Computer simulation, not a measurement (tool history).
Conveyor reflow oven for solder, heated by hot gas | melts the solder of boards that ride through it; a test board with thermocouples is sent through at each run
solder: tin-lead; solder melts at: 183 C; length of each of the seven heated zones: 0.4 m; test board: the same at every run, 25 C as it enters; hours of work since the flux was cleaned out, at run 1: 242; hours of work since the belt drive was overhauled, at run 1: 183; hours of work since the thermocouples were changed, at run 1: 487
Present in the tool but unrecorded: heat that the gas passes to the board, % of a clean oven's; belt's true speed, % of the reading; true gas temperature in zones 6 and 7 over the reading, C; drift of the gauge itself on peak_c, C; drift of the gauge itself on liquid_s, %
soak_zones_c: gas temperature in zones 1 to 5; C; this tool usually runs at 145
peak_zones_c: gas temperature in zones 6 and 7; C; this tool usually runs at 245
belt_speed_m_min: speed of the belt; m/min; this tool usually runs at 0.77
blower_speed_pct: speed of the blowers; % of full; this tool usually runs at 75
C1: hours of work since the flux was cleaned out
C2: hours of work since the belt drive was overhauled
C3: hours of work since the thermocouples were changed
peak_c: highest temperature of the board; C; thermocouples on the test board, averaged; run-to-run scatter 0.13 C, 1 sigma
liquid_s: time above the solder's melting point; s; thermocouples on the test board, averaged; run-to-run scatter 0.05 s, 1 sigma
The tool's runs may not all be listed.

Run 1, hour 0: usual settings; C1 242; C2 183; C3 487. Result: peak_c 226.3 C, liquid_s 53.65 s.
Run 2, hour 15.4: usual settings but belt_speed_m_min 0.852 m/min; C1 248; C2 189; C3 493. Result: peak_c 222.8 C, liquid_s 46.45 s.
Run 3, hour 32.6: usual settings but soak_zones_c 141 C; C1 255; C2 196; C3 500. Result: peak_c 225.5 C, liquid_s 52 s.
Run 4, hour 42: usual settings but soak_zones_c 141 C, blower_speed_pct 67 % of full; C1 259; C2 200; C3 504. Result: peak_c 223.5 C, liquid_s 50.42 s.
Run 5, hour 55.1: usual settings but soak_zones_c 141 C, blower_speed_pct 67 % of full; C1 264; C2 206; C3 509. Result: peak_c 223.1 C, liquid_s 50.52 s.
Run 6, hour 64.5: usual settings; C1 268; C2 209; C3 513. Result: peak_c 226.5 C, liquid_s 53.63 s.
Run 7, hour 79.3: usual settings; C1 274; C2 215; C3 519. Result: peak_c 226.5 C, liquid_s 53.71 s.
Run 8, hour 94.3: usual settings; C1 280; C2 221; C3 525. Result: peak_c 226.6 C, liquid_s 53.63 s.
Run 9, hour 104.4: usual settings but blower_speed_pct 73 % of full; C1 284; C2 226; C3 529. Result: peak_c 225.9 C, liquid_s 53.37 s.
Run 10, hour 112.7: usual settings but blower_speed_pct 73 % of full; C1 288; C2 229; C3 532. Result: peak_c 225.8 C, liquid_s 53.31 s.
At hour 128.9: thermocouples of zones 6 and 7 changed.
Run 11, hour 131.5: usual settings but blower_speed_pct 73 % of full; C1 294; C2 236; C3 1. Result: peak_c 225.9 C, liquid_s 53.25 s.
Run 12, hour 145.7: usual settings but blower_speed_pct 51 % of full; C1 300; C2 241; C3 7. Result: peak_c 217.6 C, liquid_s 47.58 s.
Run 13, hour 163.3: usual settings but blower_speed_pct 51 % of full; C1 307; C2 249; C3 14. Result: peak_c 217.4 C, liquid_s 47.59 s.
Run 14, hour 172.4: usual settings but soak_zones_c 153 C; C1 311; C2 252; C3 18. Result: peak_c 228.3 C, liquid_s 56.98 s.
Run 15, hour 185.1: usual settings but soak_zones_c 153 C; C1 316; C2 258; C3 23. Result: peak_c 228 C, liquid_s 56.94 s.
Run 16, hour 194.9: usual settings but soak_zones_c 153 C; C1 320; C2 261; C3 27. Result: peak_c 227.9 C, liquid_s 56.92 s.
Run 17, hour 211.2: usual settings but soak_zones_c 136 C, peak_zones_c 252 C, belt_speed_m_min 0.903 m/min, blower_speed_pct 50 % of full; C1 327; C2 268; C3 33. Result: peak_c 211.8 C, liquid_s 33.75 s.
Run 18, hour 227.4: usual settings but belt_speed_m_min 0.662 m/min; C1 333; C2 275; C3 40. Result: peak_c 231.2 C, liquid_s 65.14 s.
Run 19, hour 243.7: usual settings but soak_zones_c 157 C, belt_speed_m_min 0.713 m/min, blower_speed_pct 58 % of full; C1 340; C2 281; C3 47. Result: peak_c 226.2 C, liquid_s 62.14 s.
Run 20, hour 252.4: usual settings but soak_zones_c 153 C, belt_speed_m_min 0.713 m/min, blower_speed_pct 58 % of full; C1 344; C2 285; C3 50. Result: peak_c 225.4 C, liquid_s 60.07 s.
Run 21, hour 259.7: usual settings but soak_zones_c 141 C, peak_zones_c 247 C, belt_speed_m_min 0.748 m/min, blower_speed_pct 53 % of full; C1 347; C2 288; C3 53. Result: peak_c 220.2 C, liquid_s 49.86 s.
Run 22, hour 275.3: usual settings but belt_speed_m_min 0.866 m/min; C1 353; C2 294; C3 59. Result: peak_c 222.3 C, liquid_s 45.31 s.
Run 23, hour 284.7: usual settings but belt_speed_m_min 0.92 m/min; C1 357; C2 298; C3 63. Result: peak_c 219.8 C, liquid_s 41.21 s.
Run 24, hour 296.3: usual settings but soak_zones_c 157 C, peak_zones_c 237 C, belt_speed_m_min 0.731 m/min, blower_speed_pct 87 % of full; C1 361; C2 303; C3 68. Result: peak_c 225.7 C, liquid_s 60.62 s.
Run 25, hour 313.4: usual settings but soak_zones_c 159 C, peak_zones_c 235 C, belt_speed_m_min 0.688 m/min, blower_speed_pct 57 % of full; C1 368; C2 310; C3 75. Result: peak_c 219.3 C, liquid_s 61.32 s.
Run 26, hour 327.7: usual settings but soak_zones_c 159 C, peak_zones_c 235 C, belt_speed_m_min 0.688 m/min, blower_speed_pct 57 % of full; C1 374; C2 315; C3 81. Result: peak_c 219 C, liquid_s 61.23 s.
Run 27, hour 335.9: usual settings but belt_speed_m_min 0.748 m/min, blower_speed_pct 88 % of full; C1 377; C2 319; C3 84. Result: peak_c 230.7 C, liquid_s 57.36 s.
Run 28, hour 346.3: usual settings but soak_zones_c 147 C, belt_speed_m_min 0.673 m/min, blower_speed_pct 60 % of full; C1 382; C2 323; C3 88. Result: peak_c 226.8 C, liquid_s 62.43 s.
Run 29, hour 353.6: usual settings but soak_zones_c 134 C, peak_zones_c 237 C, belt_speed_m_min 0.805 m/min, blower_speed_pct 63 % of full; C1 385; C2 326; C3 91. Result: peak_c 211.6 C, liquid_s 38.55 s.
At hour 362.2: flux residue cleaned out of gas plates and filters.
Run 30, hour 369.8: usual settings but soak_zones_c 137 C, peak_zones_c 238 C, belt_speed_m_min 0.739 m/min, blower_speed_pct 58 % of full; C1 3; C2 330; C3 96. Result: peak_c 214.8 C, liquid_s 45.57 s.

Alternative continuations, all from the tool just after run 30; predict every row:
Run A, hour 379.2: usual settings but soak_zones_c 159 C, belt_speed_m_min 0.891 m/min; C1 7; C2 334; C3 100. Result: peak_c ?, liquid_s ?.
Run B, hour 379.2: usual settings but peak_zones_c 252 C, belt_speed_m_min 0.914 m/min, blower_speed_pct 73 % of full; C1 7; C2 334; C3 100. Result: peak_c ?, liquid_s ?.
Run C, hour 379.2: usual settings but soak_zones_c 147 C, belt_speed_m_min 0.742 m/min, blower_speed_pct 86 % of full; C1 7; C2 334; C3 100. Result: peak_c ?, liquid_s ?.
Run D, hour 379.2: usual settings but soak_zones_c 137 C, peak_zones_c 238 C, belt_speed_m_min 0.739 m/min, blower_speed_pct 62 % of full; C1 7; C2 334; C3 100. Result: peak_c ?, liquid_s ?.
Run E, hour 379.2: usual settings but soak_zones_c 137 C, peak_zones_c 236 C, belt_speed_m_min 0.651 m/min; C1 7; C2 334; C3 100. Result: peak_c ?, liquid_s ?.

run  peak_c  liquid_s
  A   224.3     49.36
  B   224.9     44.11
  C   230.8     58.44
  D   216.1     46.79
  E   222.6      59.1
Stripped of hidden state, with their random variation kept, the same runs would have yielded:
run  peak_c  liquid_s
  A   224.3     49.36
  B   224.9     44.11
  C   230.8     58.44
  D   216.1     46.79
  E   222.6      59.1
